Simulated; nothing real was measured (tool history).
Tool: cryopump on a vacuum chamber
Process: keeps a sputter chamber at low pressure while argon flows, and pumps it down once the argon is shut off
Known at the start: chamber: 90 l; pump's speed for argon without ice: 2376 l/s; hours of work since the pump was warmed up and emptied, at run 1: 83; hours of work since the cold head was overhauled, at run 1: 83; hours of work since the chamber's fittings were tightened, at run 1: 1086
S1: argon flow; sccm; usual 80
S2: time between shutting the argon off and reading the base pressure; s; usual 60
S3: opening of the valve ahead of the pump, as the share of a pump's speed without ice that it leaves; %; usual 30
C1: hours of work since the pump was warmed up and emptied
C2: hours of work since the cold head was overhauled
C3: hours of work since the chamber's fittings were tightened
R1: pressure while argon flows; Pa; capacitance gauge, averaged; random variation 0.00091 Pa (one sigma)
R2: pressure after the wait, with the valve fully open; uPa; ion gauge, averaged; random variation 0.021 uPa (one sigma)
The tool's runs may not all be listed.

{"run": 1, "day": 0.0, "S1": 80, "S2": 60, "S3": 30, "C1": 83, "C2": 83, "C3": 1086, "R1": 0.192, "R2": 0.85}
{"run": 2, "day": 0.342, "S1": 80, "S2": 60, "S3": 30, "C1": 87, "C2": 87, "C3": 1090, "R1": 0.192, "R2": 0.82}
{"run": 3, "day": 1.067, "S1": 80, "S2": 60, "S3": 30, "C1": 96, "C2": 96, "C3": 1098, "R1": 0.1902, "R2": 0.81}
{"run": 4, "day": 1.45, "S1": 80, "S2": 60, "S3": 30, "C1": 100, "C2": 100, "C3": 1103, "R1": 0.1924, "R2": 0.86}
{"run": 5, "day": 1.962, "S1": 80, "S2": 60, "S3": 30, "C1": 106, "C2": 106, "C3": 1109, "R1": 0.1909, "R2": 0.87}
{"run": 6, "day": 2.488, "S1": 116, "S2": 60, "S3": 30, "C1": 112, "C2": 112, "C3": 1115, "R1": 0.2787, "R2": 0.85}
{"run": 7, "day": 2.988, "S1": 80, "S2": 65, "S3": 30, "C1": 118, "C2": 118, "C3": 1121, "R1": 0.1929, "R2": 0.85}
{"run": 8, "day": 3.712, "S1": 80, "S2": 60, "S3": 30, "C1": 126, "C2": 126, "C3": 1129, "R1": 0.1928, "R2": 0.91}
{"run": 9, "day": 4.2, "S1": 80, "S2": 60, "S3": 30, "C1": 132, "C2": 132, "C3": 1134, "R1": 0.1927, "R2": 0.89}
{"run": 10, "day": 4.771, "S1": 80, "S2": 60, "S3": 30, "C1": 138, "C2": 138, "C3": 1141, "R1": 0.1944, "R2": 0.85}
{"run": 11, "day": 5.379, "S1": 80, "S2": 212, "S3": 30, "C1": 145, "C2": 145, "C3": 1148, "R1": 0.1946, "R2": 0.62}
{"run": 12, "day": 5.688, "S1": 80, "S2": 212, "S3": 30, "C1": 149, "C2": 149, "C3": 1152, "R1": 0.1948, "R2": 0.63}
{"run": 13, "day": 6.146, "S1": 80, "S2": 212, "S3": 30, "C1": 154, "C2": 154, "C3": 1157, "R1": 0.1939, "R2": 0.64}
{"run": 14, "day": 6.788, "S1": 80, "S2": 212, "S3": 30, "C1": 161, "C2": 161, "C3": 1164, "R1": 0.1931, "R2": 0.66}
{"run": 15, "day": 7.354, "S1": 80, "S2": 212, "S3": 30, "C1": 168, "C2": 168, "C3": 1171, "R1": 0.194, "R2": 0.64}
{"run": 16, "day": 8.075, "S1": 80, "S2": 212, "S3": 30, "C1": 176, "C2": 176, "C3": 1179, "R1": 0.1943, "R2": 0.64}
{"run": 17, "day": 8.633, "S1": 80, "S2": 212, "S3": 30, "C1": 183, "C2": 183, "C3": 1185, "R1": 0.1957, "R2": 0.63}
{"run": 18, "day": 9.179, "S1": 75, "S2": 42, "S3": 25, "C1": 189, "C2": 189, "C3": 1192, "R1": 0.2174, "R2": 1.04}
{"run": 19, "day": 9.754, "S1": 46, "S2": 21, "S3": 38, "C1": 195, "C2": 195, "C3": 1198, "R1": 0.0893, "R2": 1.55}
{"run": 20, "day": 10.196, "S1": 98, "S2": 22, "S3": 17, "C1": 200, "C2": 200, "C3": 1203, "R1": 0.416, "R2": 1.5}
{"run": 21, "day": 10.904, "S1": 86, "S2": 22, "S3": 17, "C1": 209, "C2": 209, "C3": 1212, "R1": 0.3664, "R2": 1.43}
{"run": 22, "day": 11.6, "S1": 103, "S2": 181, "S3": 46, "C1": 217, "C2": 217, "C3": 1220, "R1": 0.1684, "R2": 0.64}
{"run": 23, "day": 12.004, "S1": 103, "S2": 181, "S3": 46, "C1": 221, "C2": 221, "C3": 1224, "R1": 0.1666, "R2": 0.65}
{"run": 24, "day": 12.567, "S1": 103, "S2": 181, "S3": 46, "C1": 228, "C2": 228, "C3": 1231, "R1": 0.169, "R2": 0.7}
{"run": 25, "day": 13.054, "S1": 103, "S2": 181, "S3": 46, "C1": 233, "C2": 233, "C3": 1236, "R1": 0.1679, "R2": 0.7}
{"run": 26, "day": 13.479, "S1": 38, "S2": 60, "S3": 55, "C1": 238, "C2": 238, "C3": 1241, "R1": 0.0525, "R2": 0.93}
{"run": 27, "day": 14.196, "S1": 80, "S2": 60, "S3": 21, "C1": 246, "C2": 246, "C3": 1249, "R1": 0.2802, "R2": 0.92}
{"run": 28, "day": 14.592, "S1": 80, "S2": 60, "S3": 21, "C1": 251, "C2": 251, "C3": 1254, "R1": 0.2785, "R2": 0.95}
{"run": 29, "day": 15.125, "S1": 80, "S2": 36, "S3": 30, "C1": 257, "C2": 257, "C3": 1260, "R1": 0.1993, "R2": 1.16}
{"run": 30, "day": 15.671, "S1": 33, "S2": 24, "S3": 42, "C1": 263, "C2": 263, "C3": 1266, "R1": 0.0587, "R2": 1.44}
{"run": 31, "day": 16.046, "S1": 33, "S2": 24, "S3": 42, "C1": 268, "C2": 268, "C3": 1271, "R1": 0.0591, "R2": 1.4}
{"run": 32, "day": 16.567, "S1": 91, "S2": 60, "S3": 30, "C1": 274, "C2": 274, "C3": 1277, "R1": 0.2266, "R2": 0.91}
{"run": 33, "day": 17.2, "S1": 91, "S2": 237, "S3": 34, "C1": 281, "C2": 281, "C3": 1284, "R1": 0.1995, "R2": 0.69}
{"run": 34, "day": 17.633, "S1": 87, "S2": 43, "S3": 47, "C1": 286, "C2": 286, "C3": 1289, "R1": 0.1406, "R2": 1.12}

Some steps in R1 between neighbouring runs. How much of each would the tool show without its hidden state too (settings, what came in, random variation), and how much is left for the hidden state, with any gauge scatter that isn't in both results?
The hidden state here: pump's speed, % of a pump's without ice; cold plate's temperature, K; leak into the chamber, uPa l/s; drift of the gauge itself on working_pa, %; drift of the gauge itself on base_upa, %.
Run 19 -> 20: S1 46 -> 98, S2 21 -> 22, S3 38 -> 17. R1 +0.3267 Pa: hidden state +0.0039, all else +0.3228.
Run 21 -> 22: S1 86 -> 103, S2 22 -> 181, S3 17 -> 46. R1 -0.1980 Pa: hidden state +0.0017, all else -0.1997.
Run 25 -> 26: S1 103 -> 38, S2 181 -> 60, S3 46 -> 55. R1 -0.1154 Pa: hidden state -0.0056, all else -0.1098.
Run 26 -> 27: S1 38 -> 80, S3 55 -> 21. R1 +0.2277 Pa: hidden state +0.0041, all else +0.2236.
Run 29 -> 30: S1 80 -> 33, S2 36 -> 24, S3 30 -> 42. R1 -0.1406 Pa: hidden state -0.0044, all else -0.1362.
Run 31 -> 32: S1 33 -> 91, S2 24 -> 60, S3 42 -> 30. R1 +0.1675 Pa: hidden state +0.0060, all else +0.1615.
